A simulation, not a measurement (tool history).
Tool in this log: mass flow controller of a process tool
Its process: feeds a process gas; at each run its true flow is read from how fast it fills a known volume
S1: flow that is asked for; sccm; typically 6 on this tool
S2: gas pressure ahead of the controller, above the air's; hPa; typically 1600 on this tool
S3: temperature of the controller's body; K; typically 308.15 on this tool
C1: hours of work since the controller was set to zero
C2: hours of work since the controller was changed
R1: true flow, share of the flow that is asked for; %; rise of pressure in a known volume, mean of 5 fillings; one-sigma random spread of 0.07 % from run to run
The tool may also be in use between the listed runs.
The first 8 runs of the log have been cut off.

run	day	S1	S2	S3	C1	C2	R1
9	109.154	5	1600	308.15	4680	4680	103.04
10	124.725	5	1600	308.15	4838	4838	103.16
11	138.858	5	1600	308.15	4982	4982	103.37
12	153.808	5	1600	308.15	5134	5134	103.39
13	164.825	6	1600	308.15	5246	5246	102.57
# day 168.754: controller's zero set anew
14	183.288	6	1600	308.15	148	5434	98.03
15	197.179	6	1600	308.15	289	5575	98.15
16	206.242	6	1600	302.15	381	5667	98.48
17	222.446	6	1600	302.15	546	5832	98.59
18	240.283	6	1680	302.15	728	6014	98.57
19	251.512	6	1680	302.15	842	6128	98.73
20	266.933	6	1680	302.15	999	6285	98.75
21	283.175	12	1910	302.15	1164	6450	98.39
22	294.525	3	1910	302.15	1280	6565	100.18
23	309.842	3	1910	302.15	1435	6721	100.46
24	320.488	3	1910	302.15	1544	6829	100.66
25	335.792	2	1600	308.15	1699	6985	102.50

Expected results for the next run?
26	345.796	5	1600	308.15	1801	7087	?

Run 26 came out at R1 99.42 %.
On a tool with no hidden condition, and with the same random variation, this run would have come out at R1 99.29 %.

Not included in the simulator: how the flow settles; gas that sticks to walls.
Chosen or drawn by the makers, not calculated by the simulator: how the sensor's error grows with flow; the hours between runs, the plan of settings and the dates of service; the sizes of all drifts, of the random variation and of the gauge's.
